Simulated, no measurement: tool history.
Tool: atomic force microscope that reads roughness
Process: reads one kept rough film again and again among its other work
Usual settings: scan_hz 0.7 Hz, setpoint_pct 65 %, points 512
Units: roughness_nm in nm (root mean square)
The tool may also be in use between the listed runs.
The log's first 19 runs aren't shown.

run	hour	scan_hz	setpoint_pct	points	pictures with this tip	hours of work since the height scale was calibrated	roughness_nm
# hour 473.6: new tip fitted
20	484.2	0.635	71	937	16	740	1.384
21	517.2	1.69	81	937	65	764	1.297
22	535.2	1.69	81	937	92	777	1.295
23	556.3	1.947	77	512	124	793	1.286
24	573.5	0.63	59	663	149	805	1.373
25	601.6	0.554	65	512	192	826	1.383
# hour 626.9: new tip fitted
26	630.1	3.766	65	512	5	846	1.307
27	658.3	3.275	65	412	47	867	1.328
28	689	3.571	61	916	93	889	1.315
29	703.6	2.314	76	512	115	900	1.291
30	718.2	1.722	64	800	137	911	1.36
31	738.8	3.537	70	622	167	926	1.278
32	755.6	3.537	70	622	193	938	1.289
33	772.7	1.249	65	1003	218	951	1.362
# hour 780: new tip fitted
34	790.8	1.249	65	1003	16	964	1.359

4 ways to go on from here, each from the tool as it stands after run 34. What would each give?
A	819.9	0.557	65	1003	59	985	?
B	819.9	1.249	63	378	59	985	?
C	819.9	3.482	65	309	59	985	?
D	819.9	1.827	65	803	59	985	?

run	roughness_nm
A	1.389
B	1.354
C	1.3
D	1.362
Without the tool's hidden state the same runs would have given:
run	roughness_nm
A	1.39
B	1.355
C	1.301
D	1.363
